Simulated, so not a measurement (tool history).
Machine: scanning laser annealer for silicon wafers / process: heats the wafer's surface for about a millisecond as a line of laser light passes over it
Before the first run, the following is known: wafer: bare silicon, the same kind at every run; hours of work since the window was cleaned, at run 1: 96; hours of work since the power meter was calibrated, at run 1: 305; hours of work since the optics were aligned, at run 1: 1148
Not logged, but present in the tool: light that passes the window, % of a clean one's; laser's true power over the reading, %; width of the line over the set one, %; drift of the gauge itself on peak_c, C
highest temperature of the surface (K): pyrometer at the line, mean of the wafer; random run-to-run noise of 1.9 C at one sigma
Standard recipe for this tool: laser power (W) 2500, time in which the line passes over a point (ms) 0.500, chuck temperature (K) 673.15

run	day	laser power (W)	time in which the line passes over a point (ms)	chuck temperature (K)	hours of work since the window was cleaned	hours of work since the power meter was calibrated	hours of work since the optics were aligned	highest temperature of the surface (K)
1	0.000	2500	0.500	673.15	96	305	1148	1391.15
2	0.388	2500	0.500	673.15	101	310	1153	1392.15
3	0.896	2500	0.500	673.15	108	317	1160	1392.15
4	1.525	2500	0.500	673.15	116	325	1168	1392.15
5	1.821	2500	0.500	673.15	120	329	1172	1393.15
6	2.475	2500	0.500	673.15	129	338	1180	1391.15
7	2.975	2500	0.592	673.15	135	345	1187	1453.15
8	3.450	2500	0.592	673.15	142	351	1193	1450.15
9	4.100	2500	0.500	673.15	150	359	1202	1393.15
10	4.425	2500	0.500	673.15	155	364	1206	1395.15
11	5.125	2190	0.500	673.15	164	373	1216	1296.15
12	5.479	2190	0.500	673.15	169	378	1220	1296.15
13	5.850	2500	0.500	673.15	173	383	1225	1390.15
14	6.275	2500	0.500	673.15	179	388	1231	1393.15
15	6.662	2500	0.500	673.15	184	393	1236	1394.15
16	7.254	2500	0.500	673.15	192	401	1244	1390.15
17	7.533	2500	0.500	673.15	196	405	1247	1391.15
18	8.021	2500	0.500	673.15	202	411	1254	1395.15

Predict the results of run 19:
19	8.638	2500	0.431	670.15	210	419	1262	?

highest temperature of the surface (K): 1340.15
Without the tool's hidden state the same run would have given highest temperature of the surface (K) 1341.15.
